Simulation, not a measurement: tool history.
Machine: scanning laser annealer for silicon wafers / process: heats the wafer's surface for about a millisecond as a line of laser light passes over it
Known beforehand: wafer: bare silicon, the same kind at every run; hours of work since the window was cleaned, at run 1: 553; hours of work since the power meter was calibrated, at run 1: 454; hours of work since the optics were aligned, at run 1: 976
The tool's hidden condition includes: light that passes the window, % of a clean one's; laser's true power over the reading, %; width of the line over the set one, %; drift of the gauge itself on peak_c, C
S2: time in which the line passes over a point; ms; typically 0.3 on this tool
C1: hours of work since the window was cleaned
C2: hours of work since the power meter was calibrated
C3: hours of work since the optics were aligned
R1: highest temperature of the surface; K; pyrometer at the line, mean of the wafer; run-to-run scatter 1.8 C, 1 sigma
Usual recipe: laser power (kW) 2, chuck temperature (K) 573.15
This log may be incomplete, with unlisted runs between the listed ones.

Run 1, hour 0: usual settings; C1 553; C2 454; C3 976. Result: R1 1285.15 K.
At hour 8.8: window over the wafer cleaned.
Run 2, hour 17.9: usual settings; C1 6; C2 463; C3 986. Result: R1 1329.15 K.
Run 3, hour 34.2: usual settings but S2 0.262 ms; C1 16; C2 474; C3 996. Result: R1 1269.15 K.
Run 4, hour 45.8: usual settings but S2 0.262 ms; C1 23; C2 481; C3 1003. Result: R1 1268.15 K.
Run 5, hour 55.6: usual settings but laser power (kW) 2.095; C1 29; C2 487; C3 1009. Result: R1 1371.15 K.
Run 6, hour 64.4: usual settings but laser power (kW) 2.095; C1 34; C2 492; C3 1015. Result: R1 1374.15 K.
Run 7, hour 75.9: usual settings but laser power (kW) 2.095; C1 42; C2 499; C3 1022. Result: R1 1367.15 K.
Run 8, hour 89.5: usual settings but S2 0.221 ms; C1 50; C2 508; C3 1030. Result: R1 1201.15 K.
Run 9, hour 102.8: usual settings but laser power (kW) 1.88, S2 0.328 ms, chuck temperature (K) 542.15; C1 58; C2 516; C3 1038. Result: R1 1281.15 K.
Run 10, hour 114.4: usual settings but laser power (kW) 1.92, S2 0.285 ms, chuck temperature (K) 571.15; C1 65; C2 523; C3 1046. Result: R1 1267.15 K.
Run 11, hour 129.7: usual settings but laser power (kW) 1.92, S2 0.226 ms, chuck temperature (K) 571.15; C1 75; C2 533; C3 1055. Result: R1 1174.15 K.
Run 12, hour 140.7: usual settings but laser power (kW) 2.182, S2 0.357 ms, chuck temperature (K) 560.15; C1 82; C2 539; C3 1062. Result: R1 1485.15 K.
At hour 149.4: optics aligned, line set to its width.
Run 13, hour 160.8: usual settings but laser power (kW) 2.182, S2 0.357 ms, chuck temperature (K) 560.15; C1 91; C2 549; C3 7. Result: R1 1501.15 K.
Run 14, hour 171.4: usual settings but laser power (kW) 2.182, S2 0.357 ms, chuck temperature (K) 560.15; C1 98; C2 555; C3 14. Result: R1 1501.15 K.
Run 15, hour 184.7: usual settings but laser power (kW) 1.933, S2 0.254 ms, chuck temperature (K) 567.15; C1 106; C2 564; C3 22. Result: R1 1231.15 K.
Run 16, hour 193.4: usual settings but laser power (kW) 1.875, S2 0.277 ms, chuck temperature (K) 535.15; C1 111; C2 569; C3 27. Result: R1 1205.15 K.

How would selected steps in R1 from run to run divide? Give the signed amount a tool lacking its hidden state would still show from settings, what came in and random variation, and the signed amount left for the hidden state, including any gauge scatter that is not in both of the compared results.
Run 1 -> 2: window over the wafer cleaned. R1 +44 K: hidden state +42, all else +2.
Run 11 -> 12: laser power (kW) 1.92 -> 2.182, S2 0.226 -> 0.357, chuck temperature (K) 571.15 -> 560.15. R1 +311 K: hidden state -10, all else +321.

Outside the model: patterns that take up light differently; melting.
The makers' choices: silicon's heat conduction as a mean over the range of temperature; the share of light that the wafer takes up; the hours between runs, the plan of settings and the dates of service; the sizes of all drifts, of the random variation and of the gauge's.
